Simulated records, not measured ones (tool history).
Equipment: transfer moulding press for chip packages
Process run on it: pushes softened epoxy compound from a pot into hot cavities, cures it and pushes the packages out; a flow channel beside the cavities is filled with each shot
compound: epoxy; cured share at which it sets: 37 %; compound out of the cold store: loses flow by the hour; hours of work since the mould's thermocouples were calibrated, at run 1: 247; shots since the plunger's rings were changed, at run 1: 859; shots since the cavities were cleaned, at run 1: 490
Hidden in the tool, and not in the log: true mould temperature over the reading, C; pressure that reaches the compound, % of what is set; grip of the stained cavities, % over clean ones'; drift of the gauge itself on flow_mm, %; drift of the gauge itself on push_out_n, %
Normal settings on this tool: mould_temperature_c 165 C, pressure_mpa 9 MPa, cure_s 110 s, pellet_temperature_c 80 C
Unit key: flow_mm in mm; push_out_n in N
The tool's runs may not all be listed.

run,day,mould_temperature_c,pressure_mpa,cure_s,pellet_temperature_c,hours of work since the mould's thermocouples were calibrated,shots since the plunger's rings were changed,shots since the cavities were cleaned,incoming compound's hours out of the cold store,flow_mm,push_out_n
1,0,165,9,110,80,247,859,490,11.8,887,313
# day 1.646: cavities cleaned with cleaning compound and waxed
2,1.883,165,9,110,80,267,1170,40,28.2,825,309
3,3.946,165,9,110,81,289,1522,392,28.7,831,305
4,5.171,165,9,110,81,302,1732,602,19.4,858,304
# day 6.1: cavities cleaned with cleaning compound and waxed
5,7.092,165,9,110,76,322,2049,169,40.2,785,311
6,9.088,165,9,110,80,343,2391,511,12.9,883,327
# day 10.492: cavities cleaned with cleaning compound and waxed
7,11.167,157,9,110,80,365,2735,115,47.3,774,466
8,12.721,165,9,110,88,382,3000,380,42.9,781,284
9,14.546,165,9,110,77,401,3312,692,25.5,841,311
# day 15.012: cavities cleaned with cleaning compound and waxed
10,15.821,165,9,110,77,414,3519,137,27.4,830,313
11,16.85,165,9,110,77,425,3695,313,40.1,793,308
12,18.225,165,9,110,77,440,3930,548,14.5,872,304
# day 19.517: cavities cleaned with cleaning compound and waxed
# day 19.921: plunger's sealing rings changed
13,20.321,165,9,110,79,461,69,120,38.5,805,303
14,22.138,165,9,110,80,480,379,430,38.7,786,293
15,23.396,165,9,110,80,494,594,645,39.4,796,303
# day 24.058: cavities cleaned with cleaning compound and waxed
16,25.567,171,9,110,72,516,954,257,26.5,826,279
17,26.696,171,9,110,85,528,1147,450,13.5,876,279
18,28.333,169,9,134,83,546,1427,730,32.3,809,274
# day 28.562: cavities cleaned with cleaning compound and waxed
19,30.062,165,8.73,110,79,564,1712,256,17.6,858,300
20,32.038,165,9,93,80,585,2049,593,17.6,862,418
# day 32.962: cavities cleaned with cleaning compound and waxed
21,33.017,161,8.33,116,89,595,2205,8,23.1,817,322
22,33.967,161,8.33,116,89,605,2368,171,15.7,853,317
23,35.675,165,8.26,110,71,624,2660,463,17.1,825,305
# day 37.358: cavities cleaned with cleaning compound and waxed
24,37.642,165,8.26,110,71,644,2985,48,45.7,733,292
25,38.746,161,8.4,132,81,656,3174,237,28.3,807,295
26,40.554,165,7.01,127,80,675,3483,546,31.7,717,269
# day 41.883: cavities cleaned with cleaning compound and waxed
27,42.467,165,9.19,127,80,695,3799,100,42.9,778,264
28,44.067,165,8.53,95,80,712,4072,373,28.8,808,377

Forecast each of these 3 alternatives for the next run:
# day 44.788: plunger's sealing rings changed
A,46.233,168,6.86,110,80,734,247,725,10.8,?,?
# day 44.788: plunger's sealing rings changed
B,46.233,168,9,110,73,734,247,725,43,?,?
# day 44.788: plunger's sealing rings changed
C,46.233,158,9,122,80,734,247,725,21,?,?

run,flow_mm,push_out_n
A,766,298
B,778,282
C,871,362
With the hidden condition removed and each run's random variation left untouched, the same runs would have given:
run,flow_mm,push_out_n
A,766,296
B,779,280
C,871,359
